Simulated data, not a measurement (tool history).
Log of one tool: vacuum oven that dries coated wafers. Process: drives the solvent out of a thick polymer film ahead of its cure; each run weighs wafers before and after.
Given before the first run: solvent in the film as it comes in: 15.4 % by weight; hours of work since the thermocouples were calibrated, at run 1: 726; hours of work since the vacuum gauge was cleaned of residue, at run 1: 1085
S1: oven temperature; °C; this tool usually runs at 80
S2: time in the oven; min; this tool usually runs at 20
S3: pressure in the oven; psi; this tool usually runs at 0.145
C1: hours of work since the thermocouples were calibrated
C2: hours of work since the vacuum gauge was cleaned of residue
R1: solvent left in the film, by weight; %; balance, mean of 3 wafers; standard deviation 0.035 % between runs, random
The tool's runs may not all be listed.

run 1 hour=0 | S1=80 S2=20 S3=0.145 | C1=726 C2=1085 | R1=2.91
run 2 hour=92.5 | S1=80 S2=20 S3=0.145 | C1=791 C2=1149 | R1=2.87
run 3 hour=203.5 | S1=80 S2=20 S3=0.145 | C1=869 C2=1227 | R1=2.81
run 4 hour=324.5 | S1=80 S2=20 S3=0.145 | C1=953 C2=1312 | R1=2.76
run 5 hour=376.1 | S1=80 S2=20 S3=0.145 | C1=989 C2=1348 | R1=2.72
run 6 hour=449.4 | S1=80 S2=20 S3=0.145 | C1=1040 C2=1399 | R1=2.82
run 7 hour=566.8 | S1=80 S2=20 S3=0.145 | C1=1123 C2=1481 | R1=2.71
run 8 hour=680.9 | S1=80 S2=31 S3=0.145 | C1=1202 C2=1561 | R1=1.35
run 9 hour=788.2 | S1=80 S2=20 S3=0.145 | C1=1277 C2=1636 | R1=2.76
-- hour=864.3 oven's thermocouples calibrated
run 10 hour=870.7 | S1=80 S2=20 S3=0.145 | C1=4 C2=1692 | R1=3.18
run 11 hour=936.8 | S1=80 S2=20 S3=0.145 | C1=51 C2=1738 | R1=3.23
run 12 hour=1045.6 | S1=80 S2=20 S3=0.145 | C1=127 C2=1814 | R1=3.2
-- hour=1096.3 vacuum gauge cleaned of residue and calibrated
run 13 hour=1136.3 | S1=80 S2=20 S3=0.145 | C1=189 C2=28 | R1=2.99
run 14 hour=1241.8 | S1=65 S2=20 S3=0.145 | C1=263 C2=102 | R1=8.34
run 15 hour=1348.9 | S1=65 S2=20 S3=0.145 | C1=338 C2=177 | R1=8.26
run 16 hour=1403.8 | S1=65 S2=20 S3=0.145 | C1=376 C2=215 | R1=8.34
run 17 hour=1505.1 | S1=65 S2=20 S3=0.145 | C1=447 C2=286 | R1=8.27
run 18 hour=1577.7 | S1=67 S2=20 S3=0.145 | C1=498 C2=337 | R1=7.57
run 19 hour=1659 | S1=80 S2=21 S3=0.145 | C1=555 C2=393 | R1=2.73
run 20 hour=1771.8 | S1=80 S2=27 S3=0.145 | C1=634 C2=472 | R1=1.85
run 21 hour=1857.5 | S1=80 S2=27 S3=0.145 | C1=693 C2=532 | R1=1.79
run 22 hour=1967.1 | S1=80 S2=20 S3=0.145 | C1=770 C2=609 | R1=2.79
run 23 hour=2053.2 | S1=80 S2=20 S3=0.145 | C1=830 C2=669 | R1=2.86
run 24 hour=2128 | S1=91 S2=16 S3=0.145 | C1=883 C2=721 | R1=0.87
run 25 hour=2238.7 | S1=90 S2=13 S3=0.389 | C1=960 C2=799 | R1=1.89
run 26 hour=2322.4 | S1=90 S2=25 S3=0.145 | C1=1019 C2=857 | R1=0.45
run 27 hour=2432 | S1=89 S2=13 S3=0.416 | C1=1095 C2=934 | R1=2.1
run 28 hour=2543.8 | S1=79 S2=24 S3=0.413 | C1=1173 C2=1012 | R1=2.79
run 29 hour=2606.2 | S1=80 S2=10 S3=0.158 | C1=1217 C2=1056 | R1=5.71
run 30 hour=2693.4 | S1=80 S2=10 S3=0.158 | C1=1278 C2=1117 | R1=5.58
-- hour=2762.3 oven's thermocouples calibrated
run 31 hour=2762.3 | S1=70 S2=14 S3=0.145 | C1=0 C2=1164 | R1=8.16
run 32 hour=2864 | S1=78 S2=13 S3=0.525 | C1=71 C2=1235 | R1=6.4
run 33 hour=2943.3 | S1=72 S2=31 S3=0.122 | C1=127 C2=1290 | R1=4.14
run 34 hour=3049.6 | S1=80 S2=10 S3=0.145 | C1=201 C2=1365 | R1=6.19
run 35 hour=3136.1 | S1=69 S2=20 S3=0.091 | C1=261 C2=1425 | R1=7.08
run 36 hour=3230.5 | S1=69 S2=10 S3=0.136 | C1=327 C2=1491 | R1=9.41
run 37 hour=3293.7 | S1=69 S2=33 S3=0.528 | C1=372 C2=1535 | R1=5.9
run 38 hour=3348.9 | S1=71 S2=13 S3=0.116 | C1=410 C2=1574 | R1=8.17
run 39 hour=3415 | S1=71 S2=13 S3=0.116 | C1=456 C2=1620 | R1=7.86
run 40 hour=3470.8 | S1=83 S2=20 S3=0.145 | C1=495 C2=1659 | R1=2.19
run 41 hour=3572.2 | S1=94 S2=20 S3=0.354 | C1=566 C2=1730 | R1=0.6

Expected results for the next run?
run 42 hour=3664.2 | S1=94 S2=18 S3=0.389 | C1=631 C2=1794 | R1=?

{"run 42": {"R1": 0.78}}
With no hidden state in the tool, this same run would have given R1 0.75 %.
